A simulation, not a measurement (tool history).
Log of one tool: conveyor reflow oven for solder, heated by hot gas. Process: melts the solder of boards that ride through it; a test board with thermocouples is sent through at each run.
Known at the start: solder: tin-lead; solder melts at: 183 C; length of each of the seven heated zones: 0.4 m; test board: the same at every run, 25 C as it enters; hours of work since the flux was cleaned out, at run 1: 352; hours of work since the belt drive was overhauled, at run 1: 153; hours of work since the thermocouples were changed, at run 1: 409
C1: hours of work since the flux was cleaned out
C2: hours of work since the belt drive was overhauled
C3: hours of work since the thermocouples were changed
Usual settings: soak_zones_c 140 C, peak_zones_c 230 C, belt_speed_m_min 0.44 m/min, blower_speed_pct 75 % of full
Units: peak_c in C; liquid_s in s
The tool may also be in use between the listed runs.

run 1 hour=0 | soak_zones_c=140 peak_zones_c=230 belt_speed_m_min=0.44 blower_speed_pct=75 | C1=352 C2=153 C3=409 | peak_c=218.6 liquid_s=85.5
-- hour=49.6 flux residue cleaned out of gas plates and filters
run 2 hour=64 | soak_zones_c=140 peak_zones_c=230 belt_speed_m_min=0.44 blower_speed_pct=75 | C1=8 C2=188 C3=444 | peak_c=218.6 liquid_s=85.9
run 3 hour=113.3 | soak_zones_c=140 peak_zones_c=230 belt_speed_m_min=0.44 blower_speed_pct=75 | C1=37 C2=217 C3=473 | peak_c=219.1 liquid_s=85.9
run 4 hour=176.2 | soak_zones_c=140 peak_zones_c=230 belt_speed_m_min=0.44 blower_speed_pct=69 | C1=74 C2=254 C3=510 | peak_c=217.7 liquid_s=83.7
run 5 hour=203.8 | soak_zones_c=140 peak_zones_c=230 belt_speed_m_min=0.44 blower_speed_pct=69 | C1=91 C2=270 C3=526 | peak_c=217 liquid_s=84.1
run 6 hour=231.7 | soak_zones_c=140 peak_zones_c=230 belt_speed_m_min=0.44 blower_speed_pct=75 | C1=107 C2=286 C3=543 | peak_c=218.9 liquid_s=85.7
run 7 hour=294.1 | soak_zones_c=140 peak_zones_c=230 belt_speed_m_min=0.44 blower_speed_pct=75 | C1=144 C2=323 C3=579 | peak_c=218.5 liquid_s=85.3
run 8 hour=335.4 | soak_zones_c=140 peak_zones_c=230 belt_speed_m_min=0.44 blower_speed_pct=75 | C1=168 C2=347 C3=604 | peak_c=218.9 liquid_s=85.1
run 9 hour=379.9 | soak_zones_c=140 peak_zones_c=230 belt_speed_m_min=0.44 blower_speed_pct=80 | C1=194 C2=373 C3=630 | peak_c=219.8 liquid_s=86.5
run 10 hour=409.4 | soak_zones_c=125 peak_zones_c=230 belt_speed_m_min=0.44 blower_speed_pct=75 | C1=212 C2=391 C3=647 | peak_c=216.4 liquid_s=76.6
run 11 hour=459.9 | soak_zones_c=125 peak_zones_c=230 belt_speed_m_min=0.44 blower_speed_pct=75 | C1=241 C2=420 C3=677 | peak_c=216 liquid_s=76.4
run 12 hour=488.8 | soak_zones_c=125 peak_zones_c=230 belt_speed_m_min=0.44 blower_speed_pct=75 | C1=258 C2=437 C3=694 | peak_c=216.6 liquid_s=77.2
run 13 hour=522.7 | soak_zones_c=125 peak_zones_c=230 belt_speed_m_min=0.44 blower_speed_pct=75 | C1=278 C2=457 C3=714 | peak_c=216.4 liquid_s=77.1
-- hour=566 thermocouples of zones 6 and 7 changed
run 14 hour=568.4 | soak_zones_c=125 peak_zones_c=230 belt_speed_m_min=0.44 blower_speed_pct=75 | C1=304 C2=483 C3=1 | peak_c=216 liquid_s=77.1
run 15 hour=629.1 | soak_zones_c=140 peak_zones_c=230 belt_speed_m_min=0.44 blower_speed_pct=75 | C1=340 C2=519 C3=37 | peak_c=218.1 liquid_s=85.7
run 16 hour=669.2 | soak_zones_c=140 peak_zones_c=230 belt_speed_m_min=0.44 blower_speed_pct=75 | C1=363 C2=542 C3=61 | peak_c=218.8 liquid_s=86.1
-- hour=703.1 flux residue cleaned out of gas plates and filters
run 17 hour=723.7 | soak_zones_c=140 peak_zones_c=241 belt_speed_m_min=0.455 blower_speed_pct=75 | C1=12 C2=571 C3=90 | peak_c=227.6 liquid_s=90
run 18 hour=775.9 | soak_zones_c=140 peak_zones_c=241 belt_speed_m_min=0.455 blower_speed_pct=75 | C1=43 C2=602 C3=120 | peak_c=227.8 liquid_s=90.8
run 19 hour=808.7 | soak_zones_c=140 peak_zones_c=241 belt_speed_m_min=0.473 blower_speed_pct=86 | C1=62 C2=621 C3=140 | peak_c=229.6 liquid_s=87.5
run 20 hour=859.8 | soak_zones_c=150 peak_zones_c=230 belt_speed_m_min=0.44 blower_speed_pct=80 | C1=92 C2=651 C3=170 | peak_c=220.6 liquid_s=93.1
run 21 hour=903.7 | soak_zones_c=140 peak_zones_c=222 belt_speed_m_min=0.518 blower_speed_pct=63 | C1=118 C2=677 C3=196 | peak_c=204.3 liquid_s=53.9
run 22 hour=940.2 | soak_zones_c=140 peak_zones_c=228 belt_speed_m_min=0.359 blower_speed_pct=63 | C1=139 C2=699 C3=217 | peak_c=219.6 liquid_s=107.3
run 23 hour=969.3 | soak_zones_c=140 peak_zones_c=230 belt_speed_m_min=0.475 blower_speed_pct=58 | C1=157 C2=716 C3=234 | peak_c=212.7 liquid_s=70.8
run 24 hour=1026.9 | soak_zones_c=138 peak_zones_c=230 belt_speed_m_min=0.44 blower_speed_pct=51 | C1=190 C2=750 C3=268 | peak_c=211.7 liquid_s=75.5
run 25 hour=1066.2 | soak_zones_c=129 peak_zones_c=230 belt_speed_m_min=0.44 blower_speed_pct=59 | C1=213 C2=773 C3=291 | peak_c=213 liquid_s=72.9
run 26 hour=1125.8 | soak_zones_c=154 peak_zones_c=226 belt_speed_m_min=0.393 blower_speed_pct=59 | C1=249 C2=808 C3=326 | peak_c=216.1 liquid_s=102.6
run 27 hour=1187.3 | soak_zones_c=134 peak_zones_c=242 belt_speed_m_min=0.394 blower_speed_pct=59 | C1=285 C2=844 C3=362 | peak_c=228.5 liquid_s=101.4
run 28 hour=1247.3 | soak_zones_c=148 peak_zones_c=228 belt_speed_m_min=0.394 blower_speed_pct=59 | C1=320 C2=879 C3=398 | peak_c=217.2 liquid_s=98.7
run 29 hour=1299.2 | soak_zones_c=148 peak_zones_c=228 belt_speed_m_min=0.394 blower_speed_pct=59 | C1=350 C2=910 C3=428 | peak_c=217.3 liquid_s=99.2
-- hour=1352.7 flux residue cleaned out of gas plates and filters
run 30 hour=1352.7 | soak_zones_c=140 peak_zones_c=239 belt_speed_m_min=0.362 blower_speed_pct=50 | C1=0 C2=938 C3=457 | peak_c=226.5 liquid_s=112.9
-- hour=1393.3 belt drive overhauled, speed set with a stopwatch
run 31 hour=1393.3 | soak_zones_c=140 peak_zones_c=239 belt_speed_m_min=0.362 blower_speed_pct=50 | C1=22 C2=0 C3=478 | peak_c=226.4 liquid_s=112.9

3 ways to go on from here, each from the tool as it stands after run 31. What would each give?
run A hour=1423.5 | soak_zones_c=140 peak_zones_c=219 belt_speed_m_min=0.358 blower_speed_pct=62 | C1=39 C2=18 C3=496 | peak_c=? liquid_s=?
run B hour=1423.5 | soak_zones_c=140 peak_zones_c=234 belt_speed_m_min=0.362 blower_speed_pct=56 | C1=39 C2=18 C3=496 | peak_c=? liquid_s=?
run C hour=1423.5 | soak_zones_c=140 peak_zones_c=239 belt_speed_m_min=0.374 blower_speed_pct=50 | C1=39 C2=18 C3=496 | peak_c=? liquid_s=?

run=A peak_c=210.7 liquid_s=97.1
run=B peak_c=223.1 liquid_s=110.2
run=C peak_c=226.1 liquid_s=107.7
Without the tool's hidden state the same runs would have given:
run=A peak_c=210.7 liquid_s=97.1
run=B peak_c=223.1 liquid_s=110.2
run=C peak_c=226.1 liquid_s=107.7
